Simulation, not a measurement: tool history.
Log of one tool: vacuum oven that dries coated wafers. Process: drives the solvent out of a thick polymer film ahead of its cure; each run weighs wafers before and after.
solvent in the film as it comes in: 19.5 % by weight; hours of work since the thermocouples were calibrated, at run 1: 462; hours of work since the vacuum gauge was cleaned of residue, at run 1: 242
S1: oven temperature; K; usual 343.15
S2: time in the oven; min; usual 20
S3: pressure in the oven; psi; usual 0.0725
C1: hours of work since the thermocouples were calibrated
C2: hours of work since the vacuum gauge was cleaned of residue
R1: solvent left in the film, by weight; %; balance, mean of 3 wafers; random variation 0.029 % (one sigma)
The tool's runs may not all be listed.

run     day      S1  S2      S3   C1   C2    R1
  1       0  343.15  20  0.0725  462  242  2.68
  2   1.354  343.15  20  0.0725  475  255  2.67
  3   3.796  343.15  14  0.0725  500  279  4.55
  4   6.304  343.15  14  0.0725  524  304  4.58
  5   8.729  343.15  20  0.0725  548  328  2.69
  6  10.612  343.15  20  0.0725  567  347  2.66
  7  13.283  343.15  20  0.0725  594  373  2.65
  8   15.75  343.15  20  0.0725  618  398  2.68
  9   18.05  343.15  20  0.0725  641  420  2.74
 10  19.962  343.15  20  0.0725  660  439  2.66
 11  22.212  343.15  20  0.0725  682  461  2.72
 12  24.825  343.15  20  0.0725  708  487   2.7
 13  26.796  343.15  20  0.0725  727  507  2.69
 14  28.088  348.15  20  0.0725  740  520  1.31
      30.55  -- oven's thermocouples calibrated
 15  30.883  337.15  20  0.1072    3  546  5.04
 16  32.304  357.15  20  0.0995   17  560  0.29
 17  33.692  345.15  12  0.0933   31  574  4.64
 18   36.15  335.15  15  0.2084   55  599   7.7
 19  38.321  356.15  20  0.2271   77  620  0.48
 20  40.596  339.15  25  0.2039   99  643  3.19
 21  42.321  339.15  12  0.2207  116  660  7.28

4 ways to go on from here, each from the tool as it stands after run 21. What would each give?
  A  44.829  343.15  20  0.0873  141  684   ?
  B  44.829  330.15  30  0.2207  141  684   ?
  C  44.829  340.15  14  0.0725  141  684   ?
  D  44.829  340.15  12  0.2207  141  684   ?

run    R1
  A  2.68
  B  6.05
  C   5.7
  D  6.87
Without the tool's hidden state the same runs would have given:
run    R1
  A  2.67
  B  6.05
  C   5.7
  D  6.86

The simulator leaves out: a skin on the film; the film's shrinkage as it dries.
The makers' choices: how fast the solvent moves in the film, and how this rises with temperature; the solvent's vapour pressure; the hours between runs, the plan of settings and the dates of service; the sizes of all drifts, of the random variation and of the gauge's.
